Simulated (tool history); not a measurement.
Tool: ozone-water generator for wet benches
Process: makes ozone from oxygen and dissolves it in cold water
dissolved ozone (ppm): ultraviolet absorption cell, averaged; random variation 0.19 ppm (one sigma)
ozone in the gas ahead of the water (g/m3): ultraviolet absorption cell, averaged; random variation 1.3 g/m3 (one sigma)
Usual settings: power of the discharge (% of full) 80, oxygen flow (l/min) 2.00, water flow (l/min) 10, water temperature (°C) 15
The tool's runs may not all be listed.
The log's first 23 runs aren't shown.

run,day,power of the discharge (% of full),oxygen flow (l/min),water flow (l/min),water temperature (°C),dissolved ozone (ppm),ozone in the gas ahead of the water (g/m3)
24,34.200,52,3.23,6,13,34.4,166.6
25,35.308,64,2.00,10,15,23.8,218.8
26,36.683,64,2.00,10,15,23.9,217.1
27,38.458,60,2.14,8,12,28.8,205.9
28,39.975,55,1.23,11,15,17.0,236.2
29,41.942,80,2.00,8,15,31.8,241.9
30,43.838,50,3.32,7,15,29.9,159.2
31,45.333,50,3.32,7,15,29.3,160.5
32,46.979,46,3.32,7,14,28.8,153.7
33,49.029,46,1.33,7,14,23.9,207.3

Forecast run 34:
34,50.183,91,1.44,9,15,?,?

dissolved ozone (ppm): 28.5
ozone in the gas ahead of the water (g/m3): 290.0
Without the tool's hidden state the same run would have given dissolved ozone (ppm) 28.6, ozone in the gas ahead of the water (g/m3) 296.9.
